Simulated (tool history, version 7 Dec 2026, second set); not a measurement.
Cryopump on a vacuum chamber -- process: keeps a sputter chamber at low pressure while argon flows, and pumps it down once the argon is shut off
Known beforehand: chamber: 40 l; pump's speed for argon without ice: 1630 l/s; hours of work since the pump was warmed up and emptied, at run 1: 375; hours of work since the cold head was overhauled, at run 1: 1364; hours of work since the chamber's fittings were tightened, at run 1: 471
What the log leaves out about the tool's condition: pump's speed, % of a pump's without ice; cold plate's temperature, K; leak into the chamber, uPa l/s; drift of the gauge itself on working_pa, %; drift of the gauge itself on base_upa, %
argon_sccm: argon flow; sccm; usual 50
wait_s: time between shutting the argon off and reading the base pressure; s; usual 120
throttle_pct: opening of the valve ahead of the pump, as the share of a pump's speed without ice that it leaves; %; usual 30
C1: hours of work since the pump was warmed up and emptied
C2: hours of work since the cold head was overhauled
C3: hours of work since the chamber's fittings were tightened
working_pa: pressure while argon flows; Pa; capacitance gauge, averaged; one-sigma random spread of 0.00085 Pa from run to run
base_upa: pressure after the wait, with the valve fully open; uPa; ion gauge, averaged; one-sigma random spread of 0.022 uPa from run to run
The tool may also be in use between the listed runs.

run 1 hour=0 | argon_sccm=50 wait_s=120 throttle_pct=30 | C1=375 C2=1364 C3=471 | working_pa=0.1912 base_upa=0.84
run 2 hour=46.2 | argon_sccm=50 wait_s=206 throttle_pct=30 | C1=415 C2=1404 C3=511 | working_pa=0.1932 base_upa=0.71
-- hour=139.7 pump warmed up, emptied and cooled again
run 3 hour=143.8 | argon_sccm=50 wait_s=206 throttle_pct=30 | C1=4 C2=1485 C3=591 | working_pa=0.1737 base_upa=0.62
run 4 hour=197.2 | argon_sccm=78 wait_s=120 throttle_pct=30 | C1=50 C2=1531 C3=637 | working_pa=0.2761 base_upa=0.79
run 5 hour=247 | argon_sccm=78 wait_s=120 throttle_pct=30 | C1=93 C2=1574 C3=680 | working_pa=0.2779 base_upa=0.78
run 6 hour=299 | argon_sccm=78 wait_s=120 throttle_pct=30 | C1=138 C2=1619 C3=726 | working_pa=0.2815 base_upa=0.84
run 7 hour=366 | argon_sccm=78 wait_s=120 throttle_pct=30 | C1=196 C2=1677 C3=784 | working_pa=0.2844 base_upa=0.9
run 8 hour=435.3 | argon_sccm=78 wait_s=120 throttle_pct=30 | C1=256 C2=1737 C3=844 | working_pa=0.2893 base_upa=0.93
run 9 hour=493.5 | argon_sccm=50 wait_s=120 throttle_pct=30 | C1=307 C2=1788 C3=894 | working_pa=0.189 base_upa=0.94
run 10 hour=536 | argon_sccm=50 wait_s=120 throttle_pct=30 | C1=344 C2=1825 C3=931 | working_pa=0.1902 base_upa=1.02
run 11 hour=625.2 | argon_sccm=50 wait_s=120 throttle_pct=30 | C1=421 C2=1902 C3=1008 | working_pa=0.1949 base_upa=1.07
run 12 hour=698.9 | argon_sccm=50 wait_s=52 throttle_pct=30 | C1=485 C2=1966 C3=1072 | working_pa=0.1992 base_upa=1.69
-- hour=709 pump warmed up, emptied and cooled again
run 13 hour=782.9 | argon_sccm=95 wait_s=124 throttle_pct=30 | C1=64 C2=2035 C3=1141 | working_pa=0.3379 base_upa=0.93
run 14 hour=869.3 | argon_sccm=50 wait_s=217 throttle_pct=21 | C1=139 C2=2109 C3=1216 | working_pa=0.2537 base_upa=0.78
run 15 hour=925.4 | argon_sccm=50 wait_s=217 throttle_pct=21 | C1=188 C2=2158 C3=1264 | working_pa=0.2568 base_upa=0.85
run 16 hour=1007.2 | argon_sccm=50 wait_s=29 throttle_pct=30 | C1=259 C2=2229 C3=1335 | working_pa=0.1851 base_upa=2.49
run 17 hour=1054 | argon_sccm=50 wait_s=67 throttle_pct=28 | C1=299 C2=2270 C3=1376 | working_pa=0.2001 base_upa=1.52
run 18 hour=1150.6 | argon_sccm=81 wait_s=99 throttle_pct=54 | C1=383 C2=2353 C3=1460 | working_pa=0.186 base_upa=1.26
run 19 hour=1244.8 | argon_sccm=62 wait_s=176 throttle_pct=34 | C1=465 C2=2435 C3=1541 | working_pa=0.2178 base_upa=1.15
-- hour=1277 pump warmed up, emptied and cooled again
run 20 hour=1305.1 | argon_sccm=23 wait_s=29 throttle_pct=56 | C1=24 C2=2483 C3=1589 | working_pa=0.0445 base_upa=2.44
run 21 hour=1402.5 | argon_sccm=61 wait_s=83 throttle_pct=33 | C1=109 C2=2568 C3=1674 | working_pa=0.1998 base_upa=1.34
run 22 hour=1460 | argon_sccm=44 wait_s=34 throttle_pct=33 | C1=159 C2=2617 C3=1724 | working_pa=0.1455 base_upa=2.28
run 23 hour=1528.9 | argon_sccm=50 wait_s=109 throttle_pct=23 | C1=218 C2=2677 C3=1784 | working_pa=0.2376 base_upa=1.32
run 24 hour=1585.6 | argon_sccm=50 wait_s=85 throttle_pct=30 | C1=268 C2=2726 C3=1833 | working_pa=0.1878 base_upa=1.45

Each run again, without the hidden state but with its own random variation kept:
run=1 working_pa=0.1715 base_upa=0.61
run=2 working_pa=0.1709 base_upa=0.45
run=3 working_pa=0.1716 base_upa=0.46
run=4 working_pa=0.2701 base_upa=0.61
run=5 working_pa=0.2692 base_upa=0.58
run=6 working_pa=0.2701 base_upa=0.61
run=7 working_pa=0.2689 base_upa=0.62
run=8 working_pa=0.2697 base_upa=0.62
run=9 working_pa=0.1738 base_upa=0.6
run=10 working_pa=0.1733 base_upa=0.64
run=11 working_pa=0.1732 base_upa=0.63
run=12 working_pa=0.1733 base_upa=1.2
run=13 working_pa=0.3287 base_upa=0.6
run=14 working_pa=0.2459 base_upa=0.4
run=15 working_pa=0.2471 base_upa=0.43
run=16 working_pa=0.1723 base_upa=2.02
run=17 working_pa=0.1851 base_upa=1.01
run=18 working_pa=0.1547 base_upa=0.69
run=19 working_pa=0.1877 base_upa=0.48
run=20 working_pa=0.0427 base_upa=2
run=21 working_pa=0.1909 base_upa=0.84
run=22 working_pa=0.1373 base_upa=1.73
run=23 working_pa=0.2255 base_upa=0.72
run=24 working_pa=0.1733 base_upa=0.81
